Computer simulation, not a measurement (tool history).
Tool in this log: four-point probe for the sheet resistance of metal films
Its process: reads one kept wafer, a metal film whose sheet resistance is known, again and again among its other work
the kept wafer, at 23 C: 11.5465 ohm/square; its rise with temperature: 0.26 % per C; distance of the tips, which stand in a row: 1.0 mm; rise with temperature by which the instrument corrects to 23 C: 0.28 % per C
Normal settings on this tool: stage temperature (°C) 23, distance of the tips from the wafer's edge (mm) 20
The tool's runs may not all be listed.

run    hour  stage temperature (°C)  distance of the tips from the wafer's edge (mm)  sheet resistance as the instrument gives it (ohm/square)
  1       0                      23                                               20                                                 11.565489
  2   126.2                      23                                               20                                                 11.565935
      198.3  -- new probe head fitted
  3   255.8                      23                                               20                                                 11.562477
  4   391.3                      23                                               20                                                 11.562734
  5   460.6                      23                                               20                                                 11.562383
  6   523.3                      23                                               20                                                 11.562571
  7   656.5                      23                                               20                                                 11.563038
  8   788.5                      23                                               20                                                 11.559779
  9   918.8                      27                                               44                                                 11.542099
 10  1055.7                      27                                               44                                                 11.537194

Branching from run 10: 5 alternative next runs. What would each branch give?
  A  1167.7                      23                                               41                                                         ?
  B  1167.7                      25                                               44                                                         ?
  C  1167.7                      20                                               44                                                         ?
  D  1167.7                      34                                               70                                                         ?
  E  1167.7                      23                                               20                                                         ?

run  sheet resistance as the instrument gives it (ohm/square)
  A                                                 11.548424
  B                                                 11.547729
  C                                                 11.558873
  D                                                   11.5236
  E                                                 11.563666
With the hidden condition removed and each run's random variation left untouched, the same runs would have given:
run  sheet resistance as the instrument gives it (ohm/square)
  A                                                 11.547311
  B                                                 11.546616
  C                                                  11.55776
  D                                                 11.522485
  E                                                 11.562551

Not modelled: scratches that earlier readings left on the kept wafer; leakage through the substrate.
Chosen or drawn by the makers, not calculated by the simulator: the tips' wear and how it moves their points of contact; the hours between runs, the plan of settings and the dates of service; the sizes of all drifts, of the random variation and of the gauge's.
